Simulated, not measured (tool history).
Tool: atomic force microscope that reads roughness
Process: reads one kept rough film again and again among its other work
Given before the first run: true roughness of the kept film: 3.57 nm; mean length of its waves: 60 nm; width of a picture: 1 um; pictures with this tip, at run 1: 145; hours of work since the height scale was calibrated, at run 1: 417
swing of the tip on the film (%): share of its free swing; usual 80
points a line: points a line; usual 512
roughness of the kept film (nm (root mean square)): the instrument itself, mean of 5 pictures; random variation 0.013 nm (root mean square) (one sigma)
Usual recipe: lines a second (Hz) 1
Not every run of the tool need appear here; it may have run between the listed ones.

run    hour  lines a second (Hz)  swing of the tip on the film (%)  points a line  pictures with this tip  hours of work since the height scale was calibrated  roughness of the kept film (nm (root mean square))
  1       0                    1                                80            512                     145                                                  417                                               3.258
  2    71.3                    1                                80            512                     238                                                  453                                                3.18
       78.5  -- new tip fitted
  3   123.2                    1                                80            512                      58                                                  480                                               3.307
  4   182.9                    1                                79            512                     135                                                  510                                               3.268
  5   232.9                    1                                80            512                     200                                                  535                                                3.24
  6   262.1                    1                                73            512                     238                                                  550                                               3.231
        273  -- new tip fitted
  7   321.6                    1                                73            512                      63                                                  580                                               3.325
  8   352.1                    1                                73            512                     103                                                  596                                               3.314
  9   396.2                    1                                73            512                     160                                                  618                                               3.284
 10   458.2                    1                                81            512                     240                                                  650                                               3.176
      467.7  -- new tip fitted
 11     504                    1                                81            512                      47                                                  673                                               3.299
 12   554.6                    1                                71            512                     113                                                  699                                               3.313
 13   611.4                    1                                71            563                     187                                                  728                                               3.255
        659  -- new tip fitted
 14   675.5                    1                                71            563                      21                                                  760                                               3.366
 15   717.7                    1                                71            563                      76                                                  782                                               3.305
 16   765.6                    1                                86            512                     138                                                  806                                               3.212
 17   808.9                    1                                80            512                     195                                                  828                                               3.218
      851.8  -- new tip fitted
 18   851.8                    1                                80            512                       0                                                  849                                               3.347
 19   916.7                    1                                80            658                      84                                                  883                                               3.265
 20   973.2                    1                                76            658                     157                                                  911                                               3.241
 21    1027                    1                                76            658                     227                                                  939                                               3.211
     1042.9  -- new tip fitted
 22  1059.3                 1.35                                80            512                      22                                                  955                                               3.322
 23  1098.6                    1                                80            512                      73                                                  975                                               3.311
 24    1149                    1                                80            512                     138                                                 1001                                               3.264
 25  1206.3                    1                                60            512                     212                                                 1030                                               3.303
     1233.7  -- new tip fitted
 26  1243.9                    1                                85            512                      14                                                 1049                                               3.261
 27  1301.6                 2.15                                76            512                      89                                                 1078                                               3.216
 28  1363.2                 2.15                                76            512                     169                                                 1109                                               3.135
 29  1410.8                 1.12                                70            653                     230                                                 1134                                               3.245
     1428.9  -- new tip fitted
 30  1450.7                    1                                61            512                      29                                                 1154                                               3.361
 31  1502.9                 1.63                                86            944                      96                                                 1180                                               3.171
 32  1561.4                 1.63                                86            944                     172                                                 1210                                               3.105
     1622.7  -- new tip fitted
 33  1630.2                 1.75                                80            615                      10                                                 1245                                               3.232
 34  1687.9                 1.75                                80            615                      85                                                 1274                                               3.182
 35  1758.8                 0.58                                55            512                     177                                                 1310                                               3.296
     1812.9  -- new tip fitted
 36  1812.9                 2.66                                80            921                       0                                                 1338                                               3.169
 37  1880.2                 2.66                                80            921                      87                                                 1372                                               3.107
 38  1914.9                    1                                78            373                     132                                                 1389                                               3.232
 39    1983                 1.12                                69            416                     221                                                 1424                                               3.221
       2008  -- new tip fitted
 40  2034.9                 0.57                                63            300                      34                                                 1450                                               3.349
 41  2072.1                 0.57                                63            300                      83                                                 1469                                               3.349
 42  2138.9                 0.57                                63            300                     170                                                 1503                                               3.284
     2200.6  -- new tip fitted
 43  2201.3                 0.52                                63            334                       1                                                 1535                                               3.383
 44  2255.7                 0.57                                79            512                      72                                                 1562                                               3.301
 45    2295                  1.2                                80            296                     123                                                 1582                                               3.208
 46  2343.4                  1.2                                80            296                     186                                                 1607                                               3.182
     2394.1  -- new tip fitted
 47  2409.7                 2.68                                83            512                      20                                                 1641                                               3.101
 48  2456.5                 2.68                                83            512                      81                                                 1664                                               3.074
 49  2521.9                 2.68                                83            512                     166                                                 1698                                               2.986
     2587.8  -- new tip fitted
 50  2593.7                 2.68                                83            942                       7                                                 1734                                               3.097
 51  2632.2                 2.68                                83            942                      57                                                 1754                                               3.043
 52  2699.7                 0.95                                58            518                     145                                                 1788                                               3.285

Subtracting, for every run, the result it would have given without the tool's unlogged condition from the measured result gives the following. The same run-to-run variation enters both numbers; the gauge's scatter may not:
Unlogged tool condition in this case: radius of the tip, nm; height scale over the true one, %; drift of the gauge itself on roughness_nm, %.
run  roughness of the kept film (nm (root mean square))
  1                                              -0.118
  2                                              -0.175
  3                                              -0.051
  4                                              -0.098
  5                                              -0.139
  6                                              -0.165
  7                                              -0.061
  8                                              -0.086
  9                                              -0.122
 10                                              -0.171
 11                                              -0.059
 12                                              -0.101
 13                                              -0.151
 14                                              -0.039
 15                                              -0.076
 16                                              -0.111
 17                                              -0.148
 18                                              -0.033
 19                                              -0.087
 20                                              -0.134
 21                                              -0.178
 22                                              -0.045
 23                                              -0.081
 24                                              -0.121
 25                                              -0.173
 26                                              -0.044
 27                                              -0.089
 28                                              -0.134
 29                                              -0.174
 30                                              -0.066
 31                                              -0.101
 32                                               -0.15
 33                                               -0.05
 34                                              -0.106
 35                                              -0.172
 36                                              -0.047
 37                                              -0.097
 38                                              -0.131
 39                                              -0.183
 40                                              -0.079
 41                                              -0.114
 42                                              -0.171
 43                                              -0.054
 44                                              -0.103
 45                                              -0.129
 46                                              -0.164
 47                                              -0.066
 48                                              -0.102
 49                                              -0.151
 50                                              -0.061
 51                                              -0.089
 52                                              -0.159
